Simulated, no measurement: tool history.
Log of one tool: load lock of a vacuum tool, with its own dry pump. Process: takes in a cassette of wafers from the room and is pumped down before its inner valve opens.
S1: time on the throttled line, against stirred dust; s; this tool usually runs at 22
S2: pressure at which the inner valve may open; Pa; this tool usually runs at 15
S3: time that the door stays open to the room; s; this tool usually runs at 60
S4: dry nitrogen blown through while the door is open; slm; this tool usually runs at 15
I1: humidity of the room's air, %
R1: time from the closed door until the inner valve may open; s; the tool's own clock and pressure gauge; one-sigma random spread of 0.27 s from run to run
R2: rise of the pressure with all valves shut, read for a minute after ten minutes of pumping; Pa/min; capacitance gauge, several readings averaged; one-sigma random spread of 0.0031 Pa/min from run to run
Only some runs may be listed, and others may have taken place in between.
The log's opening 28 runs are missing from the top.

{"run": 29, "hour": 1709.1, "S1": 22, "S2": 15, "S3": 76, "S4": 15, "I1": 46.9, "R1": 32.2, "R2": 0.136}
{"run": 30, "hour": 1790.0, "S1": 26, "S2": 18, "S3": 76, "S4": 15, "I1": 50.1, "R1": 35.2, "R2": 0.142}
{"run": 31, "hour": 1852.3, "S1": 26, "S2": 18, "S3": 76, "S4": 15, "I1": 42.3, "R1": 35.3, "R2": 0.134}
{"run": 32, "hour": 1920.8, "S1": 15, "S2": 13, "S3": 178, "S4": 13, "I1": 41.8, "R1": 25.5, "R2": 0.17}
{"run": 33, "hour": 1981.6, "S1": 15, "S2": 13, "S3": 178, "S4": 13, "I1": 46.1, "R1": 26.0, "R2": 0.183}
{"run": 34, "hour": 2024.9, "S1": 15, "S2": 16, "S3": 178, "S4": 4, "I1": 45.5, "R1": 26.3, "R2": 0.209}
{"run": 35, "hour": 2092.8, "S1": 38, "S2": 14, "S3": 96, "S4": 4, "I1": 44.7, "R1": 45.6, "R2": 0.173}
{"run": 36, "hour": 2178.5, "S1": 38, "S2": 14, "S3": 96, "S4": 4, "I1": 46.3, "R1": 45.9, "R2": 0.177}
{"run": 37, "hour": 2257.6, "S1": 38, "S2": 24, "S3": 61, "S4": 34, "I1": 48.1, "R1": 45.3, "R2": 0.107}

Below are 4 alternative next runs, each starting from the tool's condition after run 37. Predict each:
{"run": "A", "hour": 2340.1, "S1": 44, "S2": 15, "S3": 60, "S4": 15, "I1": 44.7, "R1": "?", "R2": "?"}
{"run": "B", "hour": 2340.1, "S1": 15, "S2": 24, "S3": 63, "S4": 34, "I1": 44.9, "R1": "?", "R2": "?"}
{"run": "C", "hour": 2340.1, "S1": 22, "S2": 15, "S3": 60, "S4": 11, "I1": 41.5, "R1": "?", "R2": "?"}
{"run": "D", "hour": 2340.1, "S1": 22, "S2": 21, "S3": 60, "S4": 15, "I1": 43.9, "R1": "?", "R2": "?"}

run=A R1=50.8 R2=0.130
run=B R1=25.3 R2=0.109
run=C R1=31.6 R2=0.129
run=D R1=31.1 R2=0.134
Stripped of hidden state, with their random variation kept, the same runs would have yielded:
run=A R1=50.5 R2=0.093
run=B R1=24.7 R2=0.072
run=C R1=31.0 R2=0.092
run=D R1=30.6 R2=0.097
